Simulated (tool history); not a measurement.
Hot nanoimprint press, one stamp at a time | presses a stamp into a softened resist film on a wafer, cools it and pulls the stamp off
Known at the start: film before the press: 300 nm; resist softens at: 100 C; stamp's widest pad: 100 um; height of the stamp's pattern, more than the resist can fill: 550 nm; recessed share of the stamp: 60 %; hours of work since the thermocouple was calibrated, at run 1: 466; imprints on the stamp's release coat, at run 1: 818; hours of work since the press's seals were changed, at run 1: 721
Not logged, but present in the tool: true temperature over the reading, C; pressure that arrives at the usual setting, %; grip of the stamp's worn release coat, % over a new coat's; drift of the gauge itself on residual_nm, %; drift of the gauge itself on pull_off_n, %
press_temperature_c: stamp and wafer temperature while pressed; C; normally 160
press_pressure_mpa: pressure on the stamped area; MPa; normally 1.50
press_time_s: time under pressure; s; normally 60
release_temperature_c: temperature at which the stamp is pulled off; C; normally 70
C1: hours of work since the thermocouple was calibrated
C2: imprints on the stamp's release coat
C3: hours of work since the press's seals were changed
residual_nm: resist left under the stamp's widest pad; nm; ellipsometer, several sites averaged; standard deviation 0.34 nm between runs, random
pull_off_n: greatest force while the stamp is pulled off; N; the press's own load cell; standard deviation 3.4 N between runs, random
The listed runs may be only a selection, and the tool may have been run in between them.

Run 1, hour 0.0: usual settings; C1 466; C2 818; C3 721. Result: residual_nm 136.5 nm, pull_off_n 195 N.
At hour 15.8: stamp cleaned and given a new release coat.
At hour 23.8: press's hydraulic seals changed and the load cell set to zero.
Run 2, hour 65.1: usual settings; C1 501; C2 161; C3 28. Result: residual_nm 131.1 nm, pull_off_n 173 N.
Run 3, hour 120.9: usual settings; C1 538; C2 378; C3 65. Result: residual_nm 131.8 nm, pull_off_n 178 N.
Run 4, hour 159.4: usual settings; C1 564; C2 528; C3 91. Result: residual_nm 132.2 nm, pull_off_n 175 N.
At hour 170.7: plate thermocouple calibrated.
Run 5, hour 225.2: usual settings; C1 37; C2 772; C3 133. Result: residual_nm 130.9 nm, pull_off_n 191 N.
At hour 252.2: stamp cleaned and given a new release coat.
At hour 270.5: plate thermocouple calibrated, once more.
Run 6, hour 284.3: usual settings; C1 9; C2 113; C3 167. Result: residual_nm 137.6 nm, pull_off_n 165 N.
Run 7, hour 316.6: usual settings; C1 31; C2 239; C3 188. Result: residual_nm 137.0 nm, pull_off_n 175 N.
Run 8, hour 357.2: usual settings; C1 58; C2 397; C3 215. Result: residual_nm 137.2 nm, pull_off_n 179 N.
Run 9, hour 393.7: usual settings; C1 83; C2 539; C3 240. Result: residual_nm 137.1 nm, pull_off_n 186 N.
Run 10, hour 434.6: usual settings; C1 110; C2 698; C3 267. Result: residual_nm 137.0 nm, pull_off_n 194 N.
At hour 481.2: stamp cleaned and given a new release coat.
Run 11, hour 497.3: usual settings; C1 148; C2 63; C3 305. Result: residual_nm 136.9 nm, pull_off_n 163 N.
Run 12, hour 536.5: usual settings; C1 174; C2 216; C3 331. Result: residual_nm 137.0 nm, pull_off_n 172 N.
Run 13, hour 586.2: usual settings; C1 208; C2 409; C3 365. Result: residual_nm 137.6 nm, pull_off_n 186 N.
Run 14, hour 617.7: usual settings; C1 229; C2 532; C3 386. Result: residual_nm 137.2 nm, pull_off_n 181 N.
Run 15, hour 672.2: usual settings but press_pressure_mpa 1.52 MPa; C1 265; C2 744; C3 422. Result: residual_nm 137.0 nm, pull_off_n 187 N.
At hour 704.1: stamp cleaned and given a new release coat.
Run 16, hour 742.1: usual settings but press_temperature_c 159 C, press_pressure_mpa 1.26 MPa, release_temperature_c 59 C; C1 308; C2 148; C3 465. Result: residual_nm 155.7 nm, pull_off_n 185 N.
Run 17, hour 795.4: usual settings but press_pressure_mpa 1.66 MPa, press_time_s 57 s, release_temperature_c 60 C; C1 344; C2 355; C3 501. Result: residual_nm 132.2 nm, pull_off_n 192 N.
Run 18, hour 836.9: usual settings but press_pressure_mpa 1.59 MPa, press_time_s 57 s, release_temperature_c 72 C; C1 372; C2 517; C3 529. Result: residual_nm 135.3 nm, pull_off_n 183 N.
Run 19, hour 891.2: usual settings but press_pressure_mpa 1.59 MPa, press_time_s 57 s, release_temperature_c 72 C; C1 408; C2 728; C3 565. Result: residual_nm 135.2 nm, pull_off_n 192 N.
At hour 929.0: stamp cleaned and given a new release coat.
Run 20, hour 943.6: usual settings but press_pressure_mpa 1.25 MPa, press_time_s 34 s, release_temperature_c 62 C; C1 439; C2 57; C3 596. Result: residual_nm 178.3 nm, pull_off_n 176 N.
Run 21, hour 1005.8: usual settings but press_temperature_c 156 C, press_pressure_mpa 1.81 MPa; C1 481; C2 299; C3 638. Result: residual_nm 142.3 nm, pull_off_n 175 N.
Run 22, hour 1066.9: usual settings but release_temperature_c 78 C; C1 522; C2 537; C3 679. Result: residual_nm 137.0 nm, pull_off_n 176 N.
Run 23, hour 1096.0: usual settings but press_time_s 66 s; C1 541; C2 650; C3 698. Result: residual_nm 132.7 nm, pull_off_n 187 N.
Run 24, hour 1130.8: usual settings but press_temperature_c 156 C, press_pressure_mpa 2.27 MPa, press_time_s 66 s; C1 564; C2 786; C3 722. Result: residual_nm 122.8 nm, pull_off_n 194 N.
At hour 1143.0: plate thermocouple calibrated.
At hour 1151.0: press's hydraulic seals changed and the load cell set to zero.
At hour 1164.5: stamp cleaned and given a new release coat.
Run 25, hour 1213.0: usual settings but press_temperature_c 170 C, release_temperature_c 72 C; C1 37; C2 189; C3 37. Result: residual_nm 97.4 nm, pull_off_n 165 N.
Run 26, hour 1246.0: usual settings but press_temperature_c 167 C, press_time_s 93 s; C1 60; C2 317; C3 60. Result: residual_nm 91.6 nm, pull_off_n 171 N.
Run 27, hour 1295.1: usual settings but press_temperature_c 148 C, press_pressure_mpa 1.37 MPa, press_time_s 64 s; C1 93; C2 508; C3 93. Result: residual_nm 203.1 nm, pull_off_n 188 N.
Run 28, hour 1321.5: usual settings but press_temperature_c 155 C, press_pressure_mpa 1.80 MPa, press_time_s 34 s; C1 110; C2 611; C3 110. Result: residual_nm 172.3 nm, pull_off_n 191 N.
Run 29, hour 1358.4: usual settings but press_temperature_c 168 C, press_pressure_mpa 2.12 MPa, press_time_s 111 s; C1 135; C2 755; C3 135. Result: residual_nm 67.6 nm, pull_off_n 201 N.

Each row is a separate what-if for the run after 29, all from the same tool condition, not one after another. Results?
At hour 1389.7: stamp cleaned and given a new release coat.
Run A, hour 1425.5: usual settings but press_pressure_mpa 1.27 MPa, press_time_s 119 s, release_temperature_c 68 C; C1 176; C2 140; C3 176. Result: residual_nm ?, pull_off_n ?.
At hour 1389.7: stamp cleaned and given a new release coat.
Run B, hour 1425.5: usual settings but press_temperature_c 162 C, press_time_s 53 s; C1 176; C2 140; C3 176. Result: residual_nm ?, pull_off_n ?.
At hour 1389.7: stamp cleaned and given a new release coat.
Run C, hour 1425.5: usual settings but press_pressure_mpa 1.61 MPa, press_time_s 39 s, release_temperature_c 60 C; C1 176; C2 140; C3 176. Result: residual_nm ?, pull_off_n ?.

run  residual_nm  pull_off_n
  A        117.7         164
  B        131.1         175
  C        148.5         188
Take away the tool's hidden state, keep each run's random variation, and the runs would have read:
run  residual_nm  pull_off_n
  A        118.2         159
  B        131.4         169
  C        148.8         182
